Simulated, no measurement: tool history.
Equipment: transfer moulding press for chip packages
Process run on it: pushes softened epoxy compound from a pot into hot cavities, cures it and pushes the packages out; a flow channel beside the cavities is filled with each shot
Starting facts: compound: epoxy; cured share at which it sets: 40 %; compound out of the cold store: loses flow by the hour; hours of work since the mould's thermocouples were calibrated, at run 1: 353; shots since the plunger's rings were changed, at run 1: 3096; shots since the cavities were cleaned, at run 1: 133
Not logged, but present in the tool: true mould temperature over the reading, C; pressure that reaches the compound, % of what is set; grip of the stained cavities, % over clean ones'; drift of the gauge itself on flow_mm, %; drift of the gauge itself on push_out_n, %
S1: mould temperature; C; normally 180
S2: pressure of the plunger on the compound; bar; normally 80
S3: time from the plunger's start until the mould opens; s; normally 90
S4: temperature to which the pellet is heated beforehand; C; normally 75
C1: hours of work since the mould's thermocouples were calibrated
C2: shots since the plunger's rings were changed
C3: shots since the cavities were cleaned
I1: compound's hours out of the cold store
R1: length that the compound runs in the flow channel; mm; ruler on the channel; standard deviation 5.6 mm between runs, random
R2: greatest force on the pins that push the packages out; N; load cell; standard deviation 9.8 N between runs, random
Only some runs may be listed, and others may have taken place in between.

run	hour	S1	S2	S3	S4	C1	C2	C3	I1	R1	R2
1	0	180	80	90	75	353	3096	133	23.5	553	538
# hour 24.8: cavities cleaned with cleaning compound and waxed
2	29.1	180	80	90	75	371	3473	59	13.4	567	493
# hour 57.9: cavities cleaned with cleaning compound and waxed
3	58.3	180	80	90	75	388	3850	5	34	526	468
# hour 92.5: cavities cleaned with cleaning compound and waxed
# hour 118.4: plunger's sealing rings changed
4	118.8	180	80	90	75	423	5	325	11.6	609	679
# hour 127.7: cavities cleaned with cleaning compound and waxed
# hour 162.7: cavities cleaned with cleaning compound and waxed
5	169.2	180	80	90	75	452	652	89	11.5	602	535
# hour 198.1: cavities cleaned with cleaning compound and waxed
6	200.1	180	80	90	75	471	1053	28	20.6	581	504
# hour 231.4: cavities cleaned with cleaning compound and waxed
7	232.3	180	72.7	90	75	490	1472	12	39.4	505	460
# hour 267.3: cavities cleaned with cleaning compound and waxed
8	286	180	92.1	90	84	522	2184	256	15.4	618	628
# hour 291.7: mould's thermocouples calibrated
# hour 306: cavities cleaned with cleaning compound and waxed
9	324.7	180	92.1	90	84	20	2664	256	41.7	548	577
# hour 343: cavities cleaned with cleaning compound and waxed
10	350	180	61.7	117	75	34	2989	96	35.4	463	443
# hour 377.2: cavities cleaned with cleaning compound and waxed
11	394.2	180	61.7	117	75	61	3572	232	16	494	509
# hour 412.6: cavities cleaned with cleaning compound and waxed
# hour 446: cavities cleaned with cleaning compound and waxed
12	446.4	180	80	90	66	92	4243	6	28.4	528	471

Predict the results of run 13:
# hour 472.6: plunger's sealing rings changed
# hour 481.8: cavities cleaned with cleaning compound and waxed
13	486.2	180	72.2	102	82	114	165	60	11.7	?	?

{"run 13": {"R1": 586, "R2": 436}}
If the tool had no hidden condition, the same run with the same run-to-run variation would have returned R1 588 mm, R2 395 N.

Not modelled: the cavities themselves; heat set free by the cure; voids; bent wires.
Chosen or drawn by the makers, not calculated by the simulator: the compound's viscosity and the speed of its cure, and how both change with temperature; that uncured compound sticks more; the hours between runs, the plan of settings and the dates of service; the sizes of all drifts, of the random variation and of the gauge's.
